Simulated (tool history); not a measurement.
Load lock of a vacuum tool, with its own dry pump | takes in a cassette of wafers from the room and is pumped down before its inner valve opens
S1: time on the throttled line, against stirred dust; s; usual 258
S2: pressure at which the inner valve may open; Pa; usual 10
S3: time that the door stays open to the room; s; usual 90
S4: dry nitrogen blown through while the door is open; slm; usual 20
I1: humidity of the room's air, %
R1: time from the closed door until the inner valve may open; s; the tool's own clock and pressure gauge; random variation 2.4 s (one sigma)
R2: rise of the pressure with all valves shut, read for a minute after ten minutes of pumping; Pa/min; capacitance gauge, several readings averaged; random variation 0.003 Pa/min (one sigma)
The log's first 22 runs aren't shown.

{"run": 23, "hour": 1823.3, "S1": 168, "S2": 13, "S3": 56, "S4": 43, "I1": 47.4, "R1": 316.2, "R2": 0.063}
{"run": 24, "hour": 1940.0, "S1": 168, "S2": 13, "S3": 56, "S4": 43, "I1": 43.8, "R1": 318, "R2": 0.064}
{"run": 25, "hour": 2062.5, "S1": 168, "S2": 13, "S3": 56, "S4": 43, "I1": 42, "R1": 322.6, "R2": 0.066}
{"run": 26, "hour": 2186.3, "S1": 236, "S2": 8, "S3": 31, "S4": 17, "I1": 46.5, "R1": 387.6, "R2": 0.071}
{"run": 27, "hour": 2245.4, "S1": 258, "S2": 19, "S3": 90, "S4": 12, "I1": 43.4, "R1": 383.8, "R2": 0.093}
{"run": 28, "hour": 2303.1, "S1": 196, "S2": 19, "S3": 90, "S4": 12, "I1": 44.1, "R1": 338.5, "R2": 0.094}
{"run": 29, "hour": 2409.9, "S1": 196, "S2": 19, "S3": 90, "S4": 12, "I1": 45, "R1": 336.6, "R2": 0.1}
{"run": 30, "hour": 2528.1, "S1": 204, "S2": 8, "S3": 35, "S4": 14, "I1": 46.5, "R1": 359.4, "R2": 0.087}
{"run": 31, "hour": 2647.5, "S1": 438, "S2": 10, "S3": 82, "S4": 20, "I1": 42.9, "R1": 544.9, "R2": 0.094}
{"run": 32, "hour": 2774.4, "S1": 258, "S2": 10, "S3": 90, "S4": 12, "I1": 47.5, "R1": 396.8, "R2": 0.111}
{"run": 33, "hour": 2871.9, "S1": 258, "S2": 10, "S3": 90, "S4": 12, "I1": 47.8, "R1": 398.6, "R2": 0.11}
{"run": 34, "hour": 2964.2, "S1": 258, "S2": 10, "S3": 90, "S4": 12, "I1": 43.7, "R1": 396, "R2": 0.112}
{"run": 35, "hour": 3055.0, "S1": 258, "S2": 18, "S3": 90, "S4": 20, "I1": 48.5, "R1": 387.3, "R2": 0.118}
{"run": 36, "hour": 3110.8, "S1": 258, "S2": 18, "S3": 90, "S4": 20, "I1": 46.4, "R1": 386.9, "R2": 0.113}

Forecast each of these 4 alternatives for the next run:
{"run": "A", "hour": 3229.1, "S1": 258, "S2": 18, "S3": 34, "S4": 20, "I1": 45.9, "R1": "?", "R2": "?"}
{"run": "B", "hour": 3229.1, "S1": 146, "S2": 11, "S3": 90, "S4": 20, "I1": 42.8, "R1": "?", "R2": "?"}
{"run": "C", "hour": 3229.1, "S1": 258, "S2": 18, "S3": 147, "S4": 8, "I1": 40.7, "R1": "?", "R2": "?"}
{"run": "D", "hour": 3229.1, "S1": 258, "S2": 18, "S3": 34, "S4": 6, "I1": 43.8, "R1": "?", "R2": "?"}

run=A R1=382.6 R2=0.102
run=B R1=308.3 R2=0.112
run=C R1=386.4 R2=0.141
run=D R1=384.9 R2=0.105
Without the tool's hidden state the same runs would have given:
run=A R1=379.4 R2=0.016
run=B R1=304.3 R2=0.026
run=C R1=383.2 R2=0.055
run=D R1=381.7 R2=0.021

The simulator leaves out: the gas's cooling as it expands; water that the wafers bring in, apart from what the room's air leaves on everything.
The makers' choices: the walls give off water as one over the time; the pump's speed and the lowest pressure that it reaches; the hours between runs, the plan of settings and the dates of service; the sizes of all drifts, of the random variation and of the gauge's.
